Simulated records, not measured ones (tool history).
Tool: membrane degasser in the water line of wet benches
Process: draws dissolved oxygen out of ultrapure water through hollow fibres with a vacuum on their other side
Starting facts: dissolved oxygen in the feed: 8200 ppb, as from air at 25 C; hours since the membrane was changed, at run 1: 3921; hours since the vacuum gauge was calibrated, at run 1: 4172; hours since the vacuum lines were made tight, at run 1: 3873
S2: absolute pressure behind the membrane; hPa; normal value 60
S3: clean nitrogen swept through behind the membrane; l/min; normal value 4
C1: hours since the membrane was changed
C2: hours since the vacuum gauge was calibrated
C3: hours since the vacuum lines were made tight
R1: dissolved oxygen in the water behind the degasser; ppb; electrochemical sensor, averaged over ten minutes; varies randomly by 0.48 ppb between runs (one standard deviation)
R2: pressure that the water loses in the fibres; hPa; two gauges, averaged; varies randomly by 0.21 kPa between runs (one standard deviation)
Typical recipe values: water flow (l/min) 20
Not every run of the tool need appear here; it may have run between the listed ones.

{"run": 1, "day": 0.0, "water flow (l/min)": 20, "S2": 60, "S3": 4, "C1": 3921, "C2": 4172, "C3": 3873, "R1": 40.9, "R2": 474.4}
{"run": 2, "day": 4.821, "water flow (l/min)": 20, "S2": 60, "S3": 4, "C1": 4037, "C2": 4288, "C3": 3989, "R1": 40.7, "R2": 475.9}
{"run": 3, "day": 8.825, "water flow (l/min)": 20, "S2": 60, "S3": 4, "C1": 4133, "C2": 4384, "C3": 4085, "R1": 39.9, "R2": 478.3}
{"run": 4, "day": 16.646, "water flow (l/min)": 31, "S2": 60, "S3": 4, "C1": 4321, "C2": 4571, "C3": 4273, "R1": 86.3, "R2": 739.7}
{"run": 5, "day": 23.238, "water flow (l/min)": 31, "S2": 60, "S3": 4, "C1": 4479, "C2": 4730, "C3": 4431, "R1": 85.5, "R2": 743.7}
{"run": 6, "day": 28.258, "water flow (l/min)": 31, "S2": 60, "S3": 4, "C1": 4599, "C2": 4850, "C3": 4552, "R1": 87, "R2": 744.3}
{"run": 7, "day": 35.342, "water flow (l/min)": 22, "S2": 60, "S3": 4, "C1": 4769, "C2": 5020, "C3": 4722, "R1": 47.1, "R2": 526.8}
{"run": 8, "day": 43.821, "water flow (l/min)": 20, "S2": 81.2, "S3": 4, "C1": 4973, "C2": 5224, "C3": 4925, "R1": 66.6, "R2": 480.9}
{"run": 9, "day": 50.329, "water flow (l/min)": 20, "S2": 60, "S3": 4, "C1": 5129, "C2": 5380, "C3": 5081, "R1": 40.8, "R2": 481.4}
{"run": 10, "day": 57.862, "water flow (l/min)": 20, "S2": 60, "S3": 4, "C1": 5310, "C2": 5561, "C3": 5262, "R1": 41.6, "R2": 478.7}
{"run": 11, "day": 64.129, "water flow (l/min)": 20, "S2": 60, "S3": 4, "C1": 5460, "C2": 5711, "C3": 5412, "R1": 41.6, "R2": 481}
{"run": 12, "day": 68.783, "water flow (l/min)": 20, "S2": 60, "S3": 4, "C1": 5572, "C2": 5823, "C3": 5524, "R1": 41.3, "R2": 484.4}
{"run": 13, "day": 75.5, "water flow (l/min)": 20, "S2": 60, "S3": 2.4, "C1": 5733, "C2": 5984, "C3": 5685, "R1": 66, "R2": 481.5}
{"run": 14, "day": 81.183, "water flow (l/min)": 20, "S2": 60, "S3": 10.36, "C1": 5869, "C2": 6120, "C3": 5822, "R1": 19, "R2": 484.3}
{"run": 15, "day": 89.838, "water flow (l/min)": 20, "S2": 60, "S3": 10.36, "C1": 6077, "C2": 6328, "C3": 6029, "R1": 18.4, "R2": 482.5}
{"run": 16, "day": 95.417, "water flow (l/min)": 20, "S2": 60, "S3": 10.36, "C1": 6211, "C2": 6462, "C3": 6163, "R1": 18.9, "R2": 482}
{"run": 17, "day": 104.675, "water flow (l/min)": 32, "S2": 60, "S3": 3.08, "C1": 6433, "C2": 6684, "C3": 6386, "R1": 111.2, "R2": 773.8}
{"day": 106.288, "done": "vacuum gauge calibrated"}
{"run": 18, "day": 109.283, "water flow (l/min)": 19, "S2": 45.9, "S3": 10.49, "C1": 6543, "C2": 72, "C3": 6496, "R1": 11.5, "R2": 461}
{"run": 19, "day": 116.838, "water flow (l/min)": 17, "S2": 138.1, "S3": 6.9, "C1": 6725, "C2": 253, "C3": 6677, "R1": 69.8, "R2": 410}
{"run": 20, "day": 123.779, "water flow (l/min)": 21, "S2": 106.9, "S3": 10.1, "C1": 6891, "C2": 420, "C3": 6844, "R1": 47.2, "R2": 506.3}
{"run": 21, "day": 131.504, "water flow (l/min)": 16, "S2": 56.9, "S3": 3.84, "C1": 7077, "C2": 605, "C3": 7029, "R1": 31, "R2": 390.2}
{"run": 22, "day": 140.112, "water flow (l/min)": 16, "S2": 56.9, "S3": 3.84, "C1": 7283, "C2": 812, "C3": 7236, "R1": 31.7, "R2": 389.1}
{"run": 23, "day": 148.704, "water flow (l/min)": 16, "S2": 56.9, "S3": 3.84, "C1": 7489, "C2": 1018, "C3": 7442, "R1": 32.1, "R2": 388.6}
{"run": 24, "day": 154.979, "water flow (l/min)": 14, "S2": 43.7, "S3": 3.55, "C1": 7640, "C2": 1169, "C3": 7592, "R1": 15.7, "R2": 342.8}
{"run": 25, "day": 158.938, "water flow (l/min)": 16, "S2": 139.5, "S3": 10.18, "C1": 7735, "C2": 1264, "C3": 7687, "R1": 46.1, "R2": 390.2}
{"day": 162.425, "done": "vacuum gauge calibrated, once more"}
{"run": 26, "day": 164.483, "water flow (l/min)": 20, "S2": 60, "S3": 10.84, "C1": 7868, "C2": 49, "C3": 7820, "R1": 17.9, "R2": 484.9}
{"run": 27, "day": 171.475, "water flow (l/min)": 23, "S2": 60, "S3": 3.04, "C1": 8035, "C2": 217, "C3": 7988, "R1": 62.2, "R2": 559.9}
{"run": 28, "day": 175.35, "water flow (l/min)": 23, "S2": 60, "S3": 3.04, "C1": 8128, "C2": 310, "C3": 8081, "R1": 61.7, "R2": 566.9}
{"run": 29, "day": 182.538, "water flow (l/min)": 23, "S2": 60, "S3": 3.04, "C1": 8301, "C2": 483, "C3": 8253, "R1": 62.7, "R2": 561.5}
{"run": 30, "day": 191.617, "water flow (l/min)": 20, "S2": 39.7, "S3": 4.49, "C1": 8519, "C2": 701, "C3": 8471, "R1": 14.3, "R2": 490}
{"run": 31, "day": 196.571, "water flow (l/min)": 20, "S2": 77, "S3": 3.01, "C1": 8638, "C2": 820, "C3": 8590, "R1": 77.8, "R2": 490.6}
{"run": 32, "day": 205.062, "water flow (l/min)": 16, "S2": 95.9, "S3": 6.75, "C1": 8842, "C2": 1023, "C3": 8794, "R1": 40.5, "R2": 391.8}

What if the next run were any one of these 4? Each begins from the tool's condition after run 32:
{"run": "A", "day": 210.917, "water flow (l/min)": 16, "S2": 67.2, "S3": 2.61, "C1": 8982, "C2": 1164, "C3": 8934, "R1": "?", "R2": "?"}
{"run": "B", "day": 210.917, "water flow (l/min)": 25, "S2": 60, "S3": 4, "C1": 8982, "C2": 1164, "C3": 8934, "R1": "?", "R2": "?"}
{"run": "C", "day": 210.917, "water flow (l/min)": 25, "S2": 46.8, "S3": 2.44, "C1": 8982, "C2": 1164, "C3": 8934, "R1": "?", "R2": "?"}
{"run": "D", "day": 210.917, "water flow (l/min)": 27, "S2": 95.9, "S3": 6.75, "C1": 8982, "C2": 1164, "C3": 8934, "R1": "?", "R2": "?"}

run=A R1=55.9 R2=391
run=B R1=59.1 R2=614
run=C R1=52.5 R2=618.4
run=D R1=84.8 R2=665
With the hidden condition removed and each run's random variation left untouched, the same runs would have given:
run=A R1=52.7 R2=372.6
run=B R1=53.2 R2=585.1
run=C R1=46.1 R2=589.4
run=D R1=77.6 R2=633.8
